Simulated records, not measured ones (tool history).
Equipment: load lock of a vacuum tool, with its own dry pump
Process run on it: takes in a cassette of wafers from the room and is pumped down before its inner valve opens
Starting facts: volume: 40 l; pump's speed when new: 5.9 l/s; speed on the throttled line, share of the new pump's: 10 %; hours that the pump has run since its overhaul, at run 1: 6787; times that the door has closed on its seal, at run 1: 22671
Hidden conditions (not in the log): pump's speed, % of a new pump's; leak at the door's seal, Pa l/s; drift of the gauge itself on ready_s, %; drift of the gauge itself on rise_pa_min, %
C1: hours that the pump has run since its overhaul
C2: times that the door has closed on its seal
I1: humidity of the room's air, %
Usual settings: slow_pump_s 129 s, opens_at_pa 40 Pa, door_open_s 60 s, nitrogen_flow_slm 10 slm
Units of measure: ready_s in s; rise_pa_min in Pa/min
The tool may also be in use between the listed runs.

Run 1, day 0.000: usual settings; C1 6787; C2 22671; I1 45.9. Result: ready_s 177.0 s, rise_pa_min 0.136 Pa/min.
Run 2, day 4.221: usual settings; C1 6888; C2 22997; I1 44.3. Result: ready_s 177.9 s, rise_pa_min 0.136 Pa/min.
Run 3, day 11.296: usual settings; C1 7058; C2 23543; I1 42.7. Result: ready_s 175.7 s, rise_pa_min 0.137 Pa/min.
Run 4, day 16.338: usual settings; C1 7179; C2 23933; I1 50.0. Result: ready_s 176.4 s, rise_pa_min 0.151 Pa/min.
Run 5, day 21.296: usual settings but nitrogen_flow_slm 27 slm; C1 7298; C2 24315; I1 44.2. Result: ready_s 175.8 s, rise_pa_min 0.145 Pa/min.
Run 6, day 29.329: usual settings but nitrogen_flow_slm 27 slm; C1 7491; C2 24935; I1 44.8. Result: ready_s 177.3 s, rise_pa_min 0.143 Pa/min.
Run 7, day 36.379: usual settings but nitrogen_flow_slm 27 slm; C1 7660; C2 25479; I1 44.3. Result: ready_s 176.3 s, rise_pa_min 0.155 Pa/min.
Run 8, day 44.850: usual settings but slow_pump_s 74 s, opens_at_pa 73 Pa, door_open_s 67 s; C1 7863; C2 26133; I1 46.9. Result: ready_s 125.0 s, rise_pa_min 0.165 Pa/min.
Run 9, day 49.079: usual settings but slow_pump_s 154 s, opens_at_pa 49 Pa, door_open_s 67 s, nitrogen_flow_slm 6 slm; C1 7965; C2 26459; I1 47.2. Result: ready_s 198.1 s, rise_pa_min 0.180 Pa/min.
Run 10, day 55.096: usual settings but slow_pump_s 154 s, opens_at_pa 49 Pa, door_open_s 67 s, nitrogen_flow_slm 6 slm; C1 8109; C2 26924; I1 44.9. Result: ready_s 199.7 s, rise_pa_min 0.177 Pa/min.
Run 11, day 60.333: usual settings but slow_pump_s 131 s, opens_at_pa 49 Pa, door_open_s 180 s, nitrogen_flow_slm 6 slm; C1 8235; C2 27328; I1 45.2. Result: ready_s 178.4 s, rise_pa_min 0.204 Pa/min.

Each row is a separate what-if for the run after 11, all from the same tool condition, not one after another. Results?
Run A, day 66.925: usual settings but slow_pump_s 131 s, opens_at_pa 49 Pa, door_open_s 180 s, nitrogen_flow_slm 13 slm; C1 8393; C2 27837; I1 46.3. Result: ready_s ?, rise_pa_min ?.
Run B, day 66.925: usual settings but slow_pump_s 247 s, opens_at_pa 49 Pa, door_open_s 180 s, nitrogen_flow_slm 6 slm; C1 8393; C2 27837; I1 42.0. Result: ready_s ?, rise_pa_min ?.
Run C, day 66.925: usual settings but slow_pump_s 141 s, opens_at_pa 49 Pa, door_open_s 223 s, nitrogen_flow_slm 6 slm; C1 8393; C2 27837; I1 44.5. Result: ready_s ?, rise_pa_min ?.
Run D, day 66.925: usual settings but opens_at_pa 30 Pa, door_open_s 33 s, nitrogen_flow_slm 11 slm; C1 8393; C2 27837; I1 45.5. Result: ready_s ?, rise_pa_min ?.
Run E, day 66.925: usual settings but slow_pump_s 207 s, opens_at_pa 49 Pa, door_open_s 180 s, nitrogen_flow_slm 6 slm; C1 8393; C2 27837; I1 43.4. Result: ready_s ?, rise_pa_min ?.

run  ready_s  rise_pa_min
  A    178.7        0.199
  B    279.3        0.206
  C    183.8        0.210
  D    181.3        0.172
  E    247.0        0.208
With no hidden state in the tool, these same runs would have given:
run  ready_s  rise_pa_min
  A    170.7        0.039
  B    273.6        0.046
  C    176.1        0.052
  D    172.6        0.012
  E    240.5        0.049

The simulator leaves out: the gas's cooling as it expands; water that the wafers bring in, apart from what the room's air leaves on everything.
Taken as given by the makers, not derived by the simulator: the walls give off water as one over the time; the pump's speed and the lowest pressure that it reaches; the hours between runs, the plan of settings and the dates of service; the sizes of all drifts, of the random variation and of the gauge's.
